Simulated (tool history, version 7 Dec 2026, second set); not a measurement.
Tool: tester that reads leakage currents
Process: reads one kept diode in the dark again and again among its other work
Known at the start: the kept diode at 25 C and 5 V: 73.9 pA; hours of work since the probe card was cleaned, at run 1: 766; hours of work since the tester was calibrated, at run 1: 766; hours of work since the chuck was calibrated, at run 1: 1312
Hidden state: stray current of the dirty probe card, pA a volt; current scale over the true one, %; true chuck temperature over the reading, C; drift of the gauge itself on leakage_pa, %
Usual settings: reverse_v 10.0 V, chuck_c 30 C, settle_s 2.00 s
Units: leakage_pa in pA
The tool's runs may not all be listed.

| run | hour | reverse_v | chuck_c | settle_s | hours of work since the probe card was cleaned | hours of work since the tester was calibrated | hours of work since the chuck was calibrated | leakage_pa |
|---|---|---|---|---|---|---|---|---|
| 1 | 0.0 | 10.0 | 30 | 2.00 | 766 | 766 | 1312 | 151.80 |
| 2 | 26.4 | 10.0 | 30 | 2.00 | 786 | 786 | 1332 | 151.13 |
| 3 | 44.4 | 10.0 | 30 | 2.00 | 799 | 799 | 1345 | 151.55 |
|  | 60.4 | chuck's temperature calibrated |
| 4 | 65.9 | 10.0 | 30 | 2.00 | 814 | 814 | 4 | 152.14 |
| 5 | 80.2 | 10.0 | 30 | 2.00 | 824 | 824 | 15 | 150.75 |
| 6 | 107.0 | 10.0 | 30 | 2.00 | 844 | 844 | 34 | 151.90 |
| 7 | 122.4 | 10.0 | 30 | 2.00 | 856 | 856 | 46 | 152.55 |
| 8 | 146.7 | 10.0 | 30 | 2.00 | 873 | 873 | 64 | 150.94 |
| 9 | 160.8 | 10.0 | 30 | 2.00 | 884 | 884 | 74 | 151.27 |
| 10 | 188.9 | 4.4 | 26 | 2.00 | 905 | 905 | 95 | 77.65 |
| 11 | 202.1 | 4.4 | 39 | 6.98 | 914 | 914 | 105 | 228.18 |
| 12 | 215.4 | 4.4 | 39 | 6.98 | 924 | 924 | 115 | 230.17 |
| 13 | 239.8 | 16.1 | 23 | 3.10 | 942 | 942 | 133 | 99.61 |
| 14 | 261.1 | 16.1 | 23 | 3.10 | 958 | 958 | 149 | 99.57 |
| 15 | 281.1 | 16.1 | 23 | 3.10 | 973 | 973 | 163 | 100.15 |
| 16 | 297.4 | 10.0 | 30 | 0.83 | 985 | 985 | 175 | 152.24 |
| 17 | 320.8 | 10.0 | 32 | 7.39 | 1002 | 1002 | 193 | 177.65 |

Forecast each of these 3 alternatives for the next run:
| A | 351.9 | 10.0 | 35 | 0.40 | 1025 | 1025 | 216 | ? |
| B | 351.9 | 4.4 | 32 | 7.39 | 1025 | 1025 | 216 | ? |
| C | 351.9 | 10.0 | 25 | 2.00 | 1025 | 1025 | 216 | ? |

| run | leakage_pa |
|---|---|
| A | 233.84 |
| B | 128.59 |
| C | 98.60 |
Without the tool's hidden state the same runs would have given:
| run | leakage_pa |
|---|---|
| A | 233.82 |
| B | 128.60 |
| C | 98.52 |
